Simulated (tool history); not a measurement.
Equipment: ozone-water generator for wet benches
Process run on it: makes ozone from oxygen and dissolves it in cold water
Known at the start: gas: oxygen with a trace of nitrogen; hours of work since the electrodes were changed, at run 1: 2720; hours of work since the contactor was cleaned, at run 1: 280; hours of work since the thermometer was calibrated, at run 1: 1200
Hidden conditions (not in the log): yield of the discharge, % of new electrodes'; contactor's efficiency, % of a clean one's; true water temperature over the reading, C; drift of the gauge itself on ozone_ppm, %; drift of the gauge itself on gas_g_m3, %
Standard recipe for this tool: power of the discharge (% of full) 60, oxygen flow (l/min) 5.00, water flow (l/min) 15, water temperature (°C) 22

run    hour  power of the discharge (% of full)  oxygen flow (l/min)  water flow (l/min)  water temperature (°C)  hours of work since the electrodes were changed  hours of work since the contactor was cleaned  hours of work since the thermometer was calibrated  dissolved ozone (ppm)  ozone in the gas ahead of the water (g/m3)
  1     0.0                                  60                 5.00                  15                      22                                             2720                                            280                                                1200                   15.0                                       145.5
  2   127.2                                  66                 5.00                  15                      22                                             2818                                            379                                                1298                   15.9                                       155.4
  3   256.9                                  66                 5.00                  15                      22                                             2918                                            479                                                1398                   15.9                                       156.8
  4   476.2                                  66                 5.00                  15                      22                                             3087                                            648                                                1567                   16.0                                       154.7
  5   570.7                                  66                 2.90                  15                      22                                             3160                                            721                                                1640                   15.3                                       201.6
  6   670.7                                  66                 2.90                  15                      22                                             3237                                            798                                                1718                   15.3                                       200.8
  7   808.7                                  66                 2.90                  15                      22                                             3344                                            905                                                1824                   15.3                                       197.5
  8  1026.0                                  66                 2.90                  15                      22                                             3512                                           1072                                                1992                   15.2                                       198.3
  9  1155.0                                  66                 2.90                  15                      22                                             3611                                           1172                                                2091                   15.0                                       195.9
 10  1338.4                                  72                 5.00                  15                      22                                             3753                                           1314                                                2233                   16.3                                       159.8
 11  1445.2                                  57                 5.00                  15                      22                                             3835                                           1396                                                2315                   13.7                                       134.9
 12  1592.9                                  57                 5.00                  15                      22                                             3949                                           1510                                                2429                   13.8                                       135.3
     1742.5  -- water thermometer calibrated
 13  1767.2                                  57                 5.00                  15                      22                                             4083                                           1644                                                  19                   13.7                                       135.3
 14  1864.7                                  57                 5.00                  15                      22                                             4159                                           1719                                                  94                   13.4                                       135.3
 15  2019.6                                  60                 5.45                  15                      22                                             4278                                           1839                                                 214                   14.3                                       133.7
 16  2226.2                                  60                 5.00                  21                      22                                             4438                                           1998                                                 373                   10.8                                       138.3
 17  2369.3                                  96                 5.00                  14                      18                                             4548                                           2109                                                 484                   21.2                                       189.2
 18  2459.8                                  83                 5.00                  14                      28                                             4618                                           2179                                                 554                   15.8                                       170.0
 19  2577.7                                  60                 4.05                  11                      20                                             4709                                           2270                                                 645                   17.7                                       149.1
 20  2714.0                                  60                 4.05                  11                      20                                             4814                                           2375                                                 750                   17.5                                       150.4
 21  2872.3                                  60                 4.05                  11                      20                                             4936                                           2497                                                 872                   17.6                                       148.9
 22  3095.8                                  42                 8.93                  12                      22                                             5109                                           2669                                                1044                   11.4                                        80.1
 23  3261.7                                  42                 8.93                  12                      22                                             5237                                           2797                                                1172                   11.4                                        80.1
     3365.9  -- contactor cleaned
 24  3415.7                                  42                 8.93                  12                      22                                             5352                                             38                                                1288                   11.4                                        80.1
 25  3535.9                                  60                 4.42                  10                      22                                             5445                                            131                                                1381                   17.8                                       139.4
 26  3699.1                                  60                 5.00                  23                      20                                             5571                                            257                                                1507                    9.9                                       131.6
 27  3894.2                                  52                 5.00                  12                      22                                             5722                                            408                                                1658                   14.1                                       119.5
 28  4048.9                                  60                 3.64                  15                      23                                             5841                                            527                                                1777                   13.0                                       152.3
 29  4224.0                                  42                 5.00                  21                      19                                             5976                                            662                                                1912                    8.6                                       104.4

4 options for the next run, each taken on its own from the tool as it stands now. Forecast them:
  A  4365.3                                  46                 4.89                  15                      22                                             6085                                            771                                                2021                      ?                                           ?
  B  4365.3                                  63                 5.00                  15                      24                                             6085                                            771                                                2021                      ?                                           ?
  C  4365.3                                  53                 4.70                  18                      22                                             6085                                            771                                                2021                      ?                                           ?
  D  4365.3                                  42                 5.48                  23                      15                                             6085                                            771                                                2021                      ?                                           ?

run  dissolved ozone (ppm)  ozone in the gas ahead of the water (g/m3)
  A                   11.3                                       111.6
  B                   13.1                                       134.0
  C                   10.7                                       125.2
  D                    8.4                                        98.7
What these runs would have given with no unlogged condition in the tool:
run  dissolved ozone (ppm)  ozone in the gas ahead of the water (g/m3)
  A                   13.4                                       130.5
  B                   16.4                                       164.2
  C                   13.0                                       149.4
  D                    9.9                                       113.9
